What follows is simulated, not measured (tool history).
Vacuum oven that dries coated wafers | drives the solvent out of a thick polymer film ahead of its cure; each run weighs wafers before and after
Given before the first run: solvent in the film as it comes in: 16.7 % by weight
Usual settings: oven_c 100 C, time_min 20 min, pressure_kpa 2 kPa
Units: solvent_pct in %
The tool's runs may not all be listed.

Run 1, hour 0: usual settings. Result: solvent_pct 3.38 %.
Run 2, hour 16.3: usual settings but oven_c 88 C. Result: solvent_pct 5.86 %.
Run 3, hour 36.3: usual settings. Result: solvent_pct 3.36 %.
Run 4, hour 50: usual settings. Result: solvent_pct 3.35 %.
Run 5, hour 76.4: usual settings. Result: solvent_pct 3.32 %.
Run 6, hour 99.4: usual settings but time_min 17 min. Result: solvent_pct 3.99 %.
Run 7, hour 119.8: usual settings but time_min 17 min. Result: solvent_pct 3.99 %.
Run 8, hour 145.2: usual settings but time_min 17 min. Result: solvent_pct 3.96 %.
Run 9, hour 159.8: usual settings but time_min 17 min. Result: solvent_pct 3.95 %.
Run 10, hour 186.5: usual settings but time_min 17 min. Result: solvent_pct 4 %.
Run 11, hour 199.7: usual settings but time_min 17 min. Result: solvent_pct 3.99 %.
Run 12, hour 219.6: usual settings but time_min 17 min. Result: solvent_pct 3.97 %.
Run 13, hour 244.5: usual settings but pressure_kpa 1.46 kPa. Result: solvent_pct 3.04 %.
At hour 248.6: oven's thermocouples calibrated.
Run 14, hour 264.4: usual settings but pressure_kpa 1.46 kPa. Result: solvent_pct 2.99 %.
Run 15, hour 285: usual settings. Result: solvent_pct 3.29 %.
At hour 290.8: oven's thermocouples calibrated, once more.
Run 16, hour 312.8: usual settings. Result: solvent_pct 3.35 %.
Run 17, hour 333.8: usual settings. Result: solvent_pct 3.36 %.
Run 18, hour 349: usual settings. Result: solvent_pct 3.38 %.
Run 19, hour 366.3: usual settings. Result: solvent_pct 3.34 %.
Run 20, hour 382.9: usual settings. Result: solvent_pct 3.34 %.
Run 21, hour 398.5: usual settings. Result: solvent_pct 3.35 %.
Run 22, hour 423.7: usual settings. Result: solvent_pct 3.36 %.
Run 23, hour 444: usual settings. Result: solvent_pct 3.36 %.
Run 24, hour 460.1: usual settings. Result: solvent_pct 3.35 %.
Run 25, hour 478.9: usual settings but oven_c 114 C, time_min 11 min, pressure_kpa 2.59 kPa. Result: solvent_pct 3.5 %.
Run 26, hour 504.1: usual settings but oven_c 114 C, time_min 11 min, pressure_kpa 2.59 kPa. Result: solvent_pct 3.47 %.
Run 27, hour 520.8: usual settings but oven_c 114 C, time_min 11 min, pressure_kpa 2.59 kPa. Result: solvent_pct 3.49 %.
Run 28, hour 543.4: usual settings but oven_c 114 C, time_min 23 min, pressure_kpa 2.59 kPa. Result: solvent_pct 1.44 %.
Run 29, hour 565.3: usual settings but oven_c 85 C, time_min 34 min. Result: solvent_pct 4.38 %.
Run 30, hour 580: usual settings but oven_c 109 C, time_min 34 min, pressure_kpa 2.17 kPa. Result: solvent_pct 1.22 %.
Run 31, hour 606.6: usual settings but oven_c 88 C, time_min 10 min, pressure_kpa 2.22 kPa. Result: solvent_pct 8.84 %.
Run 32, hour 629: usual settings but oven_c 88 C, time_min 15 min, pressure_kpa 1.46 kPa. Result: solvent_pct 6.75 %.
Run 33, hour 646.7: usual settings but time_min 24 min. Result: solvent_pct 2.73 %.
Run 34, hour 662.7: usual settings but time_min 24 min. Result: solvent_pct 2.71 %.
Run 35, hour 676.9: usual settings but oven_c 92 C, time_min 10 min. Result: solvent_pct 7.94 %.
Run 36, hour 697.1: usual settings but oven_c 111 C, time_min 16 min, pressure_kpa 4.23 kPa. Result: solvent_pct 3.22 %.
Run 37, hour 720.3: usual settings but oven_c 115 C. Result: solvent_pct 1.38 %.

The next listed run, before its measurement:
Run 38, hour 733.7: usual settings but oven_c 115 C, time_min 13 min. Result: solvent_pct ?.

{"run 38": {"solvent_pct": 2.47}}
With no hidden state in the tool, this same run would have given solvent_pct 2.52 %.

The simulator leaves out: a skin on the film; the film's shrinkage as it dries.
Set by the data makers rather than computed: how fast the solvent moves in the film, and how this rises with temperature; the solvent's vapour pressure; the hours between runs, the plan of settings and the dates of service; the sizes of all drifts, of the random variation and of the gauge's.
